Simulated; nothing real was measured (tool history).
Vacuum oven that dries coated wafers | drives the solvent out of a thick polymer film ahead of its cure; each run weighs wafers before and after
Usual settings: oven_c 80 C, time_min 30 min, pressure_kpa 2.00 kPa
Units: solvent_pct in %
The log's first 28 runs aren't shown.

run 29 hour=545.5 | oven_c=76 time_min=36 pressure_kpa=4.50 | solvent_pct=5.56
run 30 hour=570.6 | oven_c=76 time_min=36 pressure_kpa=4.50 | solvent_pct=5.76
run 31 hour=582.7 | oven_c=80 time_min=18 pressure_kpa=2.00 | solvent_pct=5.59
run 32 hour=595.1 | oven_c=80 time_min=18 pressure_kpa=2.00 | solvent_pct=5.70
run 33 hour=613.9 | oven_c=87 time_min=16 pressure_kpa=2.52 | solvent_pct=4.63
run 34 hour=629.6 | oven_c=69 time_min=23 pressure_kpa=2.52 | solvent_pct=8.15
run 35 hour=649.0 | oven_c=69 time_min=23 pressure_kpa=3.72 | solvent_pct=9.26
run 36 hour=660.5 | oven_c=80 time_min=34 pressure_kpa=4.46 | solvent_pct=4.70
run 37 hour=684.8 | oven_c=80 time_min=34 pressure_kpa=4.46 | solvent_pct=4.72
run 38 hour=697.6 | oven_c=74 time_min=17 pressure_kpa=3.51 | solvent_pct=8.88
run 39 hour=709.7 | oven_c=74 time_min=17 pressure_kpa=3.51 | solvent_pct=8.77
run 40 hour=721.0 | oven_c=74 time_min=17 pressure_kpa=1.54 | solvent_pct=7.68
run 41 hour=734.0 | oven_c=74 time_min=17 pressure_kpa=1.54 | solvent_pct=7.59
run 42 hour=745.7 | oven_c=74 time_min=31 pressure_kpa=2.77 | solvent_pct=5.58
run 43 hour=757.8 | oven_c=68 time_min=21 pressure_kpa=1.20 | solvent_pct=7.96
run 44 hour=769.9 | oven_c=66 time_min=30 pressure_kpa=1.88 | solvent_pct=7.54
run 45 hour=792.0 | oven_c=80 time_min=42 pressure_kpa=3.69 | solvent_pct=3.72
run 46 hour=805.3 | oven_c=80 time_min=30 pressure_kpa=2.00 | solvent_pct=3.50

5 ways to go on from here, each from the tool as it stands after run 46. What would each give?
run A hour=826.4 | oven_c=69 time_min=24 pressure_kpa=1.67 | solvent_pct=?
run B hour=826.4 | oven_c=73 time_min=54 pressure_kpa=5.06 | solvent_pct=?
run C hour=826.4 | oven_c=79 time_min=30 pressure_kpa=6.14 | solvent_pct=?
run D hour=826.4 | oven_c=80 time_min=25 pressure_kpa=2.00 | solvent_pct=?
run E hour=826.4 | oven_c=80 time_min=30 pressure_kpa=4.40 | solvent_pct=?

run=A solvent_pct=7.41
run=B solvent_pct=6.09
run=C solvent_pct=6.64
run=D solvent_pct=4.39
run=E solvent_pct=5.37
Without the tool's hidden state the same runs would have given:
run=A solvent_pct=7.19
run=B solvent_pct=5.83
run=C solvent_pct=6.43
run=D solvent_pct=4.20
run=E solvent_pct=5.17
